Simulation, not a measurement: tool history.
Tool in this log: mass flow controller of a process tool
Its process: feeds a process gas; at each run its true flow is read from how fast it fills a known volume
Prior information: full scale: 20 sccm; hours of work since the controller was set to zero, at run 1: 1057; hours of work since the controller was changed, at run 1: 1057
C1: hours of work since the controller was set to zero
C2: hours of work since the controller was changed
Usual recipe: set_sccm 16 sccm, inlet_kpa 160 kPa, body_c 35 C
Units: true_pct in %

Run 1, hour 0: usual settings; C1 1057; C2 1057. Result: true_pct 99.75 %.
Run 2, hour 36: usual settings; C1 1083; C2 1083. Result: true_pct 99.74 %.
Run 3, hour 123: usual settings but inlet_kpa 192 kPa; C1 1147; C2 1147. Result: true_pct 99.86 %.
Run 4, hour 167.1: usual settings but set_sccm 6 sccm; C1 1179; C2 1179. Result: true_pct 99.5 %.
Run 5, hour 233.4: usual settings but set_sccm 6 sccm; C1 1228; C2 1228. Result: true_pct 99.59 %.
Run 6, hour 298.2: usual settings but set_sccm 6 sccm; C1 1275; C2 1275. Result: true_pct 99.62 %.
Run 7, hour 344.2: usual settings; C1 1309; C2 1309. Result: true_pct 99.84 %.
Run 8, hour 383.5: usual settings; C1 1337; C2 1337. Result: true_pct 99.9 %.
Run 9, hour 450.7: usual settings; C1 1387; C2 1387. Result: true_pct 99.94 %.
Run 10, hour 530.5: usual settings; C1 1445; C2 1445. Result: true_pct 99.92 %.
Run 11, hour 586.2: usual settings; C1 1486; C2 1486. Result: true_pct 100 %.
Run 12, hour 653.7: usual settings but body_c 25 C; C1 1535; C2 1535. Result: true_pct 100.65 %.
Run 13, hour 709.4: usual settings but body_c 25 C; C1 1576; C2 1576. Result: true_pct 100.5 %.
Run 14, hour 748.4: usual settings but set_sccm 5 sccm; C1 1604; C2 1604. Result: true_pct 99.9 %.
At hour 754: controller's zero set anew.
Run 15, hour 821.7: usual settings but set_sccm 5 sccm; C1 49; C2 1657. Result: true_pct 100.81 %.
Run 16, hour 908.5: usual settings but set_sccm 5 sccm; C1 113; C2 1721. Result: true_pct 100.84 %.
Run 17, hour 969: usual settings but set_sccm 9 sccm; C1 157; C2 1765. Result: true_pct 100.2 %.
Run 18, hour 1020.1: usual settings; C1 194; C2 1802. Result: true_pct 100.29 %.
Run 19, hour 1081.4: usual settings; C1 239; C2 1847. Result: true_pct 100.28 %.
Run 20, hour 1135.9: usual settings but set_sccm 3 sccm, inlet_kpa 250 kPa, body_c 25 C; C1 279; C2 1887. Result: true_pct 103.44 %.
At hour 1170.3: controller's zero set anew, once more.
Run 21, hour 1193.3: usual settings but body_c 32 C; C1 17; C2 1929. Result: true_pct 99.92 %.
Run 22, hour 1241.3: usual settings but body_c 32 C; C1 52; C2 1964. Result: true_pct 99.83 %.
Run 23, hour 1304.5: usual settings but set_sccm 7 sccm, inlet_kpa 148 kPa, body_c 29 C; C1 98; C2 2010. Result: true_pct 99.35 %.
Run 24, hour 1348.7: usual settings but set_sccm 9 sccm, inlet_kpa 229 kPa, body_c 26 C; C1 130; C2 2042. Result: true_pct 100.24 %.
Run 25, hour 1386.6: usual settings but set_sccm 5 sccm, body_c 20 C; C1 158; C2 2070. Result: true_pct 99.72 %.
Run 26, hour 1460.4: usual settings but set_sccm 5 sccm, body_c 24 C; C1 212; C2 2124. Result: true_pct 99.68 %.
Run 27, hour 1522.1: usual settings but set_sccm 5 sccm, body_c 24 C; C1 257; C2 2169. Result: true_pct 99.75 %.
Run 28, hour 1582: usual settings but set_sccm 4 sccm, body_c 25 C; C1 301; C2 2213. Result: true_pct 99.71 %.
Run 29, hour 1619.9: usual settings but set_sccm 4 sccm, body_c 25 C; C1 329; C2 2240. Result: true_pct 99.69 %.
Run 30, hour 1659.8: usual settings but set_sccm 4 sccm, body_c 20 C; C1 358; C2 2269. Result: true_pct 99.99 %.
Run 31, hour 1721.4: usual settings but set_sccm 4 sccm, inlet_kpa 188 kPa, body_c 39 C; C1 403; C2 2314. Result: true_pct 99.22 %.
Run 32, hour 1768.5: usual settings but set_sccm 12 sccm, inlet_kpa 143 kPa, body_c 40 C; C1 437; C2 2349. Result: true_pct 99.25 %.
Run 33, hour 1842.6: usual settings but set_sccm 6 sccm, inlet_kpa 237 kPa, body_c 29 C; C1 491; C2 2403. Result: true_pct 100.23 %.
Run 34, hour 1888.1: usual settings but set_sccm 6 sccm, inlet_kpa 237 kPa, body_c 29 C; C1 525; C2 2436. Result: true_pct 100.23 %.
Run 35, hour 1939.5: usual settings but set_sccm 5 sccm, body_c 22 C; C1 562; C2 2474. Result: true_pct 100.11 %.

4 ways to go on from here, each from the tool as it stands after run 35. What would each give?
Run A, hour 2009.9: usual settings but set_sccm 2 sccm, inlet_kpa 184 kPa, body_c 38 C; C1 614; C2 2525. Result: true_pct ?.
Run B, hour 2009.9: usual settings but inlet_kpa 223 kPa; C1 614; C2 2525. Result: true_pct ?.
Run C, hour 2009.9: usual settings but inlet_kpa 218 kPa, body_c 38 C; C1 614; C2 2525. Result: true_pct ?.
Run D, hour 2009.9: usual settings but set_sccm 4 sccm, inlet_kpa 186 kPa, body_c 37 C; C1 614; C2 2525. Result: true_pct ?.

run  true_pct
  A    100.06
  B    100.63
  C     100.3
  D     99.64
Had the tool no hidden state, the same runs would have come out as:
run  true_pct
  A     97.74
  B     99.39
  C     99.07
  D     97.94

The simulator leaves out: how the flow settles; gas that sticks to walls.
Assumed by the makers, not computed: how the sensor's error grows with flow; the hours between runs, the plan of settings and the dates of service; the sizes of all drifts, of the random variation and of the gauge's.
